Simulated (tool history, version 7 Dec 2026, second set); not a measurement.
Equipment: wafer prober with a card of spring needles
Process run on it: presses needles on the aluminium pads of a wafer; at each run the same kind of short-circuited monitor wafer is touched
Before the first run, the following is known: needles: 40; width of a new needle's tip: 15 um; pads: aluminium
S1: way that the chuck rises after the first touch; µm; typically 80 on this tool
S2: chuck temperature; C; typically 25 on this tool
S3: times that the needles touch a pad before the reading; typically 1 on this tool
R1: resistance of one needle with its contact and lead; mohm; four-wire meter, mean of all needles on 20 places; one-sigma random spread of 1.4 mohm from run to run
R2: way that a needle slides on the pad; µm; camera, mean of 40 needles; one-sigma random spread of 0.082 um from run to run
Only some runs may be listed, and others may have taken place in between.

| run | hour | S1 | S2 | S3 | R1 | R2 |
|---|---|---|---|---|---|---|
| 1 | 0 | 80 | 25 | 1 | 133 | 13.24 |
|  | 9.9 | tips cleaned on abrasive film |
|  | 19.8 | tips cleaned on abrasive film |
|  | 29.8 | tips cleaned on abrasive film |
|  | 42.2 | tips cleaned on abrasive film |
|  | 52.1 | tips cleaned on abrasive film |
|  | 62 | tips cleaned on abrasive film |
| 2 | 62.7 | 80 | 25 | 1 | 137 | 13.1 |
|  | 72.6 | tips cleaned on abrasive film |
|  | 82.5 | tips cleaned on abrasive film |
|  | 92.5 | tips cleaned on abrasive film |
|  | 102.4 | tips cleaned on abrasive film |
|  | 112.3 | tips cleaned on abrasive film |
| 3 | 117.7 | 80 | 32 | 1 | 188 | 12.99 |
|  | 122.7 | tips cleaned on abrasive film |
|  | 132.7 | tips cleaned on abrasive film |
|  | 145.1 | tips cleaned on abrasive film |
|  | 155 | tips cleaned on abrasive film |
|  | 164.9 | tips cleaned on abrasive film |
|  | 177.3 | tips cleaned on abrasive film |
| 4 | 179.3 | 80 | 32 | 1 | 161 | 12.89 |
|  | 189.2 | tips cleaned on abrasive film |
|  | 199.1 | tips cleaned on abrasive film |
|  | 209.1 | tips cleaned on abrasive film |
|  | 219 | tips cleaned on abrasive film |
|  | 228.9 | tips cleaned on abrasive film |
|  | 238.8 | tips cleaned on abrasive film |
| 5 | 245.8 | 80 | 32 | 1 | 200 | 12.84 |
|  | 250.8 | tips cleaned on abrasive film |
|  | 260.7 | tips cleaned on abrasive film |
|  | 270.7 | tips cleaned on abrasive film |
|  | 280.6 | tips cleaned on abrasive film |
|  | 290.5 | tips cleaned on abrasive film |
| 6 | 299.9 | 80 | 25 | 1 | 235 | 12.81 |
|  | 302.5 | tips cleaned on abrasive film, once more |
|  | 312.4 | tips cleaned on abrasive film |
|  | 322.3 | tips cleaned on abrasive film |
|  | 334.7 | tips cleaned on abrasive film |
| 7 | 341.4 | 80 | 25 | 1 | 216 | 12.81 |
|  | 346.4 | tips cleaned on abrasive film |
|  | 356.4 | tips cleaned on abrasive film |
|  | 368.8 | tips cleaned on abrasive film |
|  | 378.7 | tips cleaned on abrasive film |
|  | 388.6 | tips cleaned on abrasive film |
|  | 401 | tips cleaned on abrasive film |
| 8 | 402.5 | 74 | 25 | 1 | 164 | 11.75 |
|  | 412.5 | tips cleaned on abrasive film |
|  | 422.4 | tips cleaned on abrasive film |
|  | 432.3 | tips cleaned on abrasive film |
|  | 442.3 | tips cleaned on abrasive film |
|  | 454.6 | tips cleaned on abrasive film |
|  | 464.6 | tips cleaned on abrasive film |
|  | 474.5 | tips cleaned on abrasive film |
| 9 | 481.3 | 74 | 25 | 1 | 232 | 11.49 |
|  | 486.3 | tips cleaned on abrasive film |
|  | 498.7 | tips cleaned on abrasive film |
|  | 508.6 | tips cleaned on abrasive film |
|  | 521 | tips cleaned on abrasive film |
| 10 | 528.6 | 80 | 25 | 1 | 228 | 12.5 |
|  | 531.2 | tips cleaned on abrasive film |
|  | 541.1 | tips cleaned on abrasive film |
|  | 553.5 | tips cleaned on abrasive film |
|  | 563.4 | tips cleaned on abrasive film |
|  | 573.4 | tips cleaned on abrasive film |
| 11 | 580.5 | 80 | 25 | 1 | 221 | 12.36 |
|  | 585.5 | tips cleaned on abrasive film |
|  | 595.5 | tips cleaned on abrasive film |
|  | 605.4 | tips cleaned on abrasive film |
|  | 617.8 | tips cleaned on abrasive film |
|  | 627.7 | tips cleaned on abrasive film |
|  | 640.1 | tips cleaned on abrasive film |
| 12 | 644.6 | 80 | 25 | 1 | 199 | 12.31 |
|  | 652.1 | tips cleaned on abrasive film |
|  | 662 | tips cleaned on abrasive film |
|  | 671.9 | tips cleaned on abrasive film |
|  | 684.3 | tips cleaned on abrasive film |
|  | 694.2 | tips cleaned on abrasive film |
|  | 694.5 | height of the first contact set anew |
|  | 704.5 | tips cleaned on abrasive film |
|  | 714.4 | tips cleaned on abrasive film |
| 13 | 723 | 80 | 25 | 1 | 239 | 13.04 |
|  | 725.6 | tips cleaned on abrasive film |
|  | 738 | tips cleaned on abrasive film |
|  | 747.9 | tips cleaned on abrasive film |
|  | 757.8 | tips cleaned on abrasive film |
|  | 767.7 | tips cleaned on abrasive film |
|  | 780.1 | tips cleaned on abrasive film |
|  | 792.5 | tips cleaned on abrasive film |
|  | 802.4 | tips cleaned on abrasive film |
| 14 | 803.5 | 67 | 67 | 1 | 166 | 11 |
|  | 813.4 | tips cleaned on abrasive film |
|  | 825.8 | tips cleaned on abrasive film |
|  | 838.2 | tips cleaned on abrasive film |
|  | 848.1 | tips cleaned on abrasive film |
|  | 858 | tips cleaned on abrasive film |
|  | 870.4 | tips cleaned on abrasive film |
| 15 | 878.3 | 72 | 28 | 3 | 170 | 11.7 |
|  | 880.9 | tips cleaned on abrasive film |
|  | 890.8 | tips cleaned on abrasive film |
|  | 900.7 | tips cleaned on abrasive film |
|  | 910.7 | tips cleaned on abrasive film |
| 16 | 919.4 | 99 | 28 | 3 | 150 | 16.1 |
|  | 921.9 | tips cleaned on abrasive film |
|  | 934.3 | tips cleaned on abrasive film |
|  | 946.7 | tips cleaned on abrasive film |
| 17 | 956.2 | 99 | 28 | 3 | 152 | 16.08 |
|  | 958.7 | tips cleaned on abrasive film |
|  | 971.1 | tips cleaned on abrasive film |
|  | 981 | tips cleaned on abrasive film |
|  | 993.4 | tips cleaned on abrasive film |
| 18 | 1001.6 | 99 | 28 | 3 | 147 | 16.07 |
|  | 1004.2 | tips cleaned on abrasive film |
|  | 1014.1 | tips cleaned on abrasive film |
|  | 1026.5 | tips cleaned on abrasive film |
|  | 1036.4 | tips cleaned on abrasive film |
| 19 | 1043.5 | 69 | 28 | 3 | 175 | 11.01 |
|  | 1048.5 | tips cleaned on abrasive film |
|  | 1058.5 | tips cleaned on abrasive film |
|  | 1068.4 | tips cleaned on abrasive film |
|  | 1078.3 | tips cleaned on abrasive film |
|  | 1088.2 | tips cleaned on abrasive film |
|  | 1098.2 | tips cleaned on abrasive film |
| 20 | 1099.3 | 69 | 28 | 3 | 143 | 10.9 |
|  | 1109.2 | tips cleaned on abrasive film |
|  | 1119.2 | tips cleaned on abrasive film |
|  | 1129.1 | tips cleaned on abrasive film |
| 21 | 1134 | 61 | 41 | 2 | 220 | 9.6 |
|  | 1141.5 | tips cleaned on abrasive film |
|  | 1153.8 | tips cleaned on abrasive film |
|  | 1166.2 | tips cleaned on abrasive film |
|  | 1176.1 | tips cleaned on abrasive film |
| 22 | 1181.6 | 68 | 35 | 2 | 208 | 10.75 |
|  | 1186.6 | tips cleaned on abrasive film |
|  | 1196.5 | tips cleaned on abrasive film |
|  | 1208.9 | tips cleaned on abrasive film |
|  | 1218.8 | tips cleaned on abrasive film |
|  | 1231.2 | tips cleaned on abrasive film |
| 23 | 1235.1 | 97 | 35 | 2 | 153 | 15.34 |

Run 24 has not been measured yet. What should we expect?
|  | 1242.6 | tips cleaned on abrasive film |
|  | 1254.9 | tips cleaned on abrasive film |
|  | 1267.3 | tips cleaned on abrasive film |
| 24 | 1271.4 | 68 | 112 | 1 | ? | ? |

R1: 252 mohm
R2: 10.55 µm
The same run, on a tool lacking any hidden state, would have yielded R1 132 mohm, R2 11.35 µm.

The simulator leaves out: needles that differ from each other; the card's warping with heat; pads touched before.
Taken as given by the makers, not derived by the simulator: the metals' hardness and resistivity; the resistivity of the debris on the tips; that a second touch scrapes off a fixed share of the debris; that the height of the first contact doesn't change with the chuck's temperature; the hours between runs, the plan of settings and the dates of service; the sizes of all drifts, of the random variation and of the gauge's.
